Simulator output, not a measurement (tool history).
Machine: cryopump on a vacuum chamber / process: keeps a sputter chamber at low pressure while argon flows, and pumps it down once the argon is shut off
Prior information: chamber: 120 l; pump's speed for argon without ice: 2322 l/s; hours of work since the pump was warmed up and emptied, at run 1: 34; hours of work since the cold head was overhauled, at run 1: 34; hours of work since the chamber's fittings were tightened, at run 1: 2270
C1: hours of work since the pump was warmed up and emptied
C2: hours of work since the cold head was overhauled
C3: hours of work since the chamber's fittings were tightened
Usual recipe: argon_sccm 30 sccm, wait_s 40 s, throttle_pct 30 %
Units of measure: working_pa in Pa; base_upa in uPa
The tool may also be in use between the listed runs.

Run 1, hour 0.0: usual settings; C1 34; C2 34; C3 2270. Result: working_pa 0.0727 Pa, base_upa 2.01 uPa.
Run 2, hour 18.5: usual settings but argon_sccm 25 sccm; C1 42; C2 42; C3 2278. Result: working_pa 0.0612 Pa, base_upa 2.06 uPa.
Run 3, hour 37.3: usual settings; C1 50; C2 50; C3 2286. Result: working_pa 0.0730 Pa, base_upa 2.00 uPa.
Run 4, hour 50.4: usual settings; C1 56; C2 56; C3 2291. Result: working_pa 0.0729 Pa, base_upa 1.98 uPa.
Run 5, hour 67.2: usual settings but argon_sccm 48 sccm; C1 63; C2 63; C3 2298. Result: working_pa 0.1171 Pa, base_upa 2.04 uPa.
Run 6, hour 85.0: usual settings but argon_sccm 48 sccm; C1 71; C2 71; C3 2306. Result: working_pa 0.1185 Pa, base_upa 2.05 uPa.
Run 7, hour 95.4: usual settings but argon_sccm 48 sccm; C1 75; C2 75; C3 2311. Result: working_pa 0.1177 Pa, base_upa 2.06 uPa.
Run 8, hour 105.0: usual settings but argon_sccm 29 sccm; C1 79; C2 79; C3 2315. Result: working_pa 0.0712 Pa, base_upa 2.06 uPa.
Run 9, hour 117.0: usual settings but argon_sccm 14 sccm; C1 85; C2 85; C3 2320. Result: working_pa 0.0343 Pa, base_upa 1.98 uPa.
Run 10, hour 130.4: usual settings but argon_sccm 14 sccm; C1 90; C2 90; C3 2326. Result: working_pa 0.0339 Pa, base_upa 2.09 uPa.
At hour 147.7: leaking fittings of the chamber tightened, without venting.
Run 11, hour 147.7: usual settings but argon_sccm 14 sccm; C1 97; C2 97; C3 0. Result: working_pa 0.0341 Pa, base_upa 1.17 uPa.
Run 12, hour 159.6: usual settings but argon_sccm 14 sccm; C1 102; C2 102; C3 5. Result: working_pa 0.0350 Pa, base_upa 1.25 uPa.
Run 13, hour 172.8: usual settings but argon_sccm 14 sccm; C1 108; C2 108; C3 11. Result: working_pa 0.0342 Pa, base_upa 1.23 uPa.
Run 14, hour 180.4: usual settings but argon_sccm 14 sccm; C1 111; C2 111; C3 14. Result: working_pa 0.0340 Pa, base_upa 1.21 uPa.
Run 15, hour 195.3: usual settings but argon_sccm 14 sccm; C1 117; C2 117; C3 20. Result: working_pa 0.0339 Pa, base_upa 1.19 uPa.
Run 16, hour 206.2: usual settings but argon_sccm 14 sccm; C1 122; C2 122; C3 25. Result: working_pa 0.0334 Pa, base_upa 1.22 uPa.
Run 17, hour 219.8: usual settings but argon_sccm 14 sccm; C1 128; C2 128; C3 31. Result: working_pa 0.0337 Pa, base_upa 1.21 uPa.
Run 18, hour 238.0: usual settings but argon_sccm 56 sccm; C1 136; C2 136; C3 39. Result: working_pa 0.1375 Pa, base_upa 1.22 uPa.
Run 19, hour 247.3: usual settings but argon_sccm 50 sccm, wait_s 146 s, throttle_pct 25 %; C1 140; C2 140; C3 43. Result: working_pa 0.1459 Pa, base_upa 0.42 uPa.
Run 20, hour 264.0: usual settings but argon_sccm 50 sccm, wait_s 146 s, throttle_pct 25 %; C1 147; C2 147; C3 50. Result: working_pa 0.1469 Pa, base_upa 0.48 uPa.
Run 21, hour 272.8: usual settings but argon_sccm 35 sccm, throttle_pct 40 %; C1 151; C2 151; C3 54. Result: working_pa 0.0646 Pa, base_upa 1.24 uPa.
Run 22, hour 286.8: usual settings but argon_sccm 35 sccm, throttle_pct 40 %; C1 157; C2 157; C3 60. Result: working_pa 0.0645 Pa, base_upa 1.25 uPa.
Run 23, hour 303.5: usual settings but argon_sccm 35 sccm, throttle_pct 40 %; C1 164; C2 164; C3 67. Result: working_pa 0.0645 Pa, base_upa 1.20 uPa.
Run 24, hour 311.5: usual settings but argon_sccm 35 sccm, throttle_pct 40 %; C1 167; C2 167; C3 70. Result: working_pa 0.0638 Pa, base_upa 1.23 uPa.
Run 25, hour 329.2: usual settings but argon_sccm 35 sccm, throttle_pct 40 %; C1 175; C2 175; C3 78. Result: working_pa 0.0647 Pa, base_upa 1.26 uPa.
Run 26, hour 342.6: usual settings but argon_sccm 35 sccm, throttle_pct 40 %; C1 181; C2 181; C3 84. Result: working_pa 0.0642 Pa, base_upa 1.26 uPa.
Run 27, hour 361.0: usual settings but argon_sccm 35 sccm, throttle_pct 51 %; C1 188; C2 188; C3 92. Result: working_pa 0.0505 Pa, base_upa 1.24 uPa.
Run 28, hour 374.5: usual settings but argon_sccm 35 sccm, throttle_pct 51 %; C1 194; C2 194; C3 97. Result: working_pa 0.0511 Pa, base_upa 1.25 uPa.
Run 29, hour 386.6: usual settings but argon_sccm 35 sccm, throttle_pct 51 %; C1 199; C2 199; C3 103. Result: working_pa 0.0504 Pa, base_upa 1.25 uPa.
Run 30, hour 402.2: usual settings but argon_sccm 45 sccm, throttle_pct 16 %; C1 206; C2 206; C3 109. Result: working_pa 0.2055 Pa, base_upa 1.22 uPa.
Run 31, hour 413.4: usual settings but argon_sccm 50 sccm, wait_s 99 s, throttle_pct 29 %; C1 211; C2 211; C3 114. Result: working_pa 0.1269 Pa, base_upa 0.61 uPa.
Run 32, hour 424.3: usual settings but argon_sccm 50 sccm, wait_s 99 s, throttle_pct 29 %; C1 216; C2 216; C3 119. Result: working_pa 0.1277 Pa, base_upa 0.63 uPa.
Run 33, hour 436.9: usual settings but wait_s 241 s; C1 221; C2 221; C3 124. Result: working_pa 0.0740 Pa, base_upa 0.36 uPa.

Entry by entry between the runs, the difference in hidden state between the last listed run before and the first listed run after:
After run 10, before run 11: leaking fittings of the chamber tightened, without venting (hour 147.7)
  pump's speed, % of a pump's without ice: 98.3 -> 98.2; leak into the chamber, uPa l/s: 2251 -> 324
  measured minus no-state result, working_pa: +0.0002 -> +0.0003 Pa; base_upa: +0.87 -> +0.01 uPa
